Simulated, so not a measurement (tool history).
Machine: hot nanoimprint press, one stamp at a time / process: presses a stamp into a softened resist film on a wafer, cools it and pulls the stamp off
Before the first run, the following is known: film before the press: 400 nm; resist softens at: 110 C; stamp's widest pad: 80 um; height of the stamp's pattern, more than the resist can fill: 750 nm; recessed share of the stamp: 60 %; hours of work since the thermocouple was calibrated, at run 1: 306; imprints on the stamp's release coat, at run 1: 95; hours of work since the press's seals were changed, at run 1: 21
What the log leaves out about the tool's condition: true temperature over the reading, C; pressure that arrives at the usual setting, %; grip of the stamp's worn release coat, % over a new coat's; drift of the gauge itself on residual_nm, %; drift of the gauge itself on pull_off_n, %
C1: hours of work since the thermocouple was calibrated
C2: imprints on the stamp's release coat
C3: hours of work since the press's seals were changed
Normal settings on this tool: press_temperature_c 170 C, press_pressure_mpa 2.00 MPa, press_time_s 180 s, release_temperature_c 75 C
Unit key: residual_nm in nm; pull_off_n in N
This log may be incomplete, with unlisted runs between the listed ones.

{"run": 1, "day": 0.0, "press_temperature_c": 170, "press_pressure_mpa": 2.0, "press_time_s": 180, "release_temperature_c": 75, "C1": 306, "C2": 95, "C3": 21, "residual_nm": 158.7, "pull_off_n": 216}
{"run": 2, "day": 3.433, "press_temperature_c": 170, "press_pressure_mpa": 2.0, "press_time_s": 180, "release_temperature_c": 75, "C1": 343, "C2": 260, "C3": 58, "residual_nm": 160.1, "pull_off_n": 211}
{"run": 3, "day": 5.829, "press_temperature_c": 170, "press_pressure_mpa": 2.0, "press_time_s": 180, "release_temperature_c": 75, "C1": 369, "C2": 375, "C3": 84, "residual_nm": 161.4, "pull_off_n": 211}
{"day": 6.808, "done": "plate thermocouple calibrated"}
{"run": 4, "day": 8.329, "press_temperature_c": 170, "press_pressure_mpa": 2.0, "press_time_s": 201, "release_temperature_c": 75, "C1": 16, "C2": 488, "C3": 109, "residual_nm": 154.2, "pull_off_n": 212}
{"run": 5, "day": 11.538, "press_temperature_c": 170, "press_pressure_mpa": 2.0, "press_time_s": 180, "release_temperature_c": 75, "C1": 51, "C2": 642, "C3": 143, "residual_nm": 160.1, "pull_off_n": 209}
{"run": 6, "day": 14.1, "press_temperature_c": 170, "press_pressure_mpa": 2.0, "press_time_s": 180, "release_temperature_c": 75, "C1": 78, "C2": 764, "C3": 171, "residual_nm": 160.5, "pull_off_n": 213}
{"run": 7, "day": 15.712, "press_temperature_c": 170, "press_pressure_mpa": 2.0, "press_time_s": 285, "release_temperature_c": 75, "C1": 95, "C2": 842, "C3": 188, "residual_nm": 137.4, "pull_off_n": 209}
{"run": 8, "day": 18.204, "press_temperature_c": 170, "press_pressure_mpa": 2.0, "press_time_s": 180, "release_temperature_c": 75, "C1": 122, "C2": 961, "C3": 214, "residual_nm": 158.8, "pull_off_n": 209}
{"run": 9, "day": 20.196, "press_temperature_c": 170, "press_pressure_mpa": 2.0, "press_time_s": 180, "release_temperature_c": 75, "C1": 143, "C2": 1056, "C3": 236, "residual_nm": 160.1, "pull_off_n": 208}
{"run": 10, "day": 22.579, "press_temperature_c": 170, "press_pressure_mpa": 2.0, "press_time_s": 180, "release_temperature_c": 75, "C1": 168, "C2": 1171, "C3": 261, "residual_nm": 158.3, "pull_off_n": 205}
{"run": 11, "day": 24.983, "press_temperature_c": 170, "press_pressure_mpa": 2.0, "press_time_s": 180, "release_temperature_c": 75, "C1": 194, "C2": 1286, "C3": 287, "residual_nm": 159.8, "pull_off_n": 210}
{"run": 12, "day": 27.238, "press_temperature_c": 170, "press_pressure_mpa": 2.0, "press_time_s": 129, "release_temperature_c": 75, "C1": 218, "C2": 1394, "C3": 311, "residual_nm": 177.4, "pull_off_n": 207}
{"run": 13, "day": 30.192, "press_temperature_c": 177, "press_pressure_mpa": 2.9, "press_time_s": 129, "release_temperature_c": 75, "C1": 250, "C2": 1535, "C3": 342, "residual_nm": 116.0, "pull_off_n": 218}
{"run": 14, "day": 33.704, "press_temperature_c": 177, "press_pressure_mpa": 2.9, "press_time_s": 129, "release_temperature_c": 75, "C1": 287, "C2": 1703, "C3": 380, "residual_nm": 114.8, "pull_off_n": 214}
{"run": 15, "day": 35.429, "press_temperature_c": 170, "press_pressure_mpa": 2.0, "press_time_s": 102, "release_temperature_c": 61, "C1": 306, "C2": 1786, "C3": 398, "residual_nm": 193.9, "pull_off_n": 272}
{"run": 16, "day": 38.479, "press_temperature_c": 170, "press_pressure_mpa": 2.0, "press_time_s": 102, "release_temperature_c": 61, "C1": 338, "C2": 1932, "C3": 431, "residual_nm": 190.9, "pull_off_n": 284}
{"run": 17, "day": 41.958, "press_temperature_c": 170, "press_pressure_mpa": 2.0, "press_time_s": 271, "release_temperature_c": 61, "C1": 375, "C2": 2098, "C3": 468, "residual_nm": 139.5, "pull_off_n": 280}
{"day": 42.288, "done": "plate thermocouple calibrated"}
{"run": 18, "day": 45.275, "press_temperature_c": 174, "press_pressure_mpa": 2.82, "press_time_s": 170, "release_temperature_c": 79, "C1": 32, "C2": 2251, "C3": 502, "residual_nm": 117.1, "pull_off_n": 189}
{"day": 48.371, "done": "press's hydraulic seals changed and the load cell set to zero"}
{"day": 49.096, "done": "stamp cleaned and given a new release coat"}
{"run": 19, "day": 49.212, "press_temperature_c": 174, "press_pressure_mpa": 2.82, "press_time_s": 170, "release_temperature_c": 79, "C1": 68, "C2": 6, "C3": 6, "residual_nm": 115.4, "pull_off_n": 190}
{"run": 20, "day": 52.492, "press_temperature_c": 174, "press_pressure_mpa": 2.82, "press_time_s": 170, "release_temperature_c": 78, "C1": 103, "C2": 163, "C3": 41, "residual_nm": 117.1, "pull_off_n": 191}
{"run": 21, "day": 56.008, "press_temperature_c": 174, "press_pressure_mpa": 2.82, "press_time_s": 170, "release_temperature_c": 78, "C1": 140, "C2": 331, "C3": 79, "residual_nm": 116.8, "pull_off_n": 187}
{"run": 22, "day": 57.858, "press_temperature_c": 174, "press_pressure_mpa": 2.82, "press_time_s": 170, "release_temperature_c": 78, "C1": 160, "C2": 420, "C3": 99, "residual_nm": 116.6, "pull_off_n": 198}
{"run": 23, "day": 60.512, "press_temperature_c": 170, "press_pressure_mpa": 2.0, "press_time_s": 180, "release_temperature_c": 79, "C1": 188, "C2": 547, "C3": 127, "residual_nm": 157.8, "pull_off_n": 193}
{"run": 24, "day": 62.154, "press_temperature_c": 170, "press_pressure_mpa": 2.0, "press_time_s": 180, "release_temperature_c": 79, "C1": 206, "C2": 625, "C3": 145, "residual_nm": 158.7, "pull_off_n": 189}

Consider 5 possible next runs. They are alternatives, not a sequence: every one starts from the tool as it was left by run 24. What does each give?
{"run": "A", "day": 65.3, "press_temperature_c": 170, "press_pressure_mpa": 2.21, "press_time_s": 180, "release_temperature_c": 75, "C1": 240, "C2": 776, "C3": 178, "residual_nm": "?", "pull_off_n": "?"}
{"run": "B", "day": 65.3, "press_temperature_c": 179, "press_pressure_mpa": 2.0, "press_time_s": 221, "release_temperature_c": 69, "C1": 240, "C2": 776, "C3": 178, "residual_nm": "?", "pull_off_n": "?"}
{"run": "C", "day": 65.3, "press_temperature_c": 170, "press_pressure_mpa": 1.69, "press_time_s": 180, "release_temperature_c": 67, "C1": 240, "C2": 776, "C3": 178, "residual_nm": "?", "pull_off_n": "?"}
{"run": "D", "day": 65.3, "press_temperature_c": 170, "press_pressure_mpa": 2.07, "press_time_s": 205, "release_temperature_c": 73, "C1": 240, "C2": 776, "C3": 178, "residual_nm": "?", "pull_off_n": "?"}
{"run": "E", "day": 65.3, "press_temperature_c": 170, "press_pressure_mpa": 2.0, "press_time_s": 111, "release_temperature_c": 82, "C1": 240, "C2": 776, "C3": 178, "residual_nm": "?", "pull_off_n": "?"}

run=A residual_nm=151.1 pull_off_n=202
run=B residual_nm=113.8 pull_off_n=225
run=C residual_nm=175.3 pull_off_n=248
run=D residual_nm=149.9 pull_off_n=223
run=E residual_nm=186.3 pull_off_n=175
The same runs, with their run-to-run variation unchanged, on a tool lacking any hidden condition would have given:
run=A residual_nm=150.9 pull_off_n=202
run=B residual_nm=113.7 pull_off_n=224
run=C residual_nm=175.1 pull_off_n=247
run=D residual_nm=149.7 pull_off_n=222
run=E residual_nm=186.2 pull_off_n=174
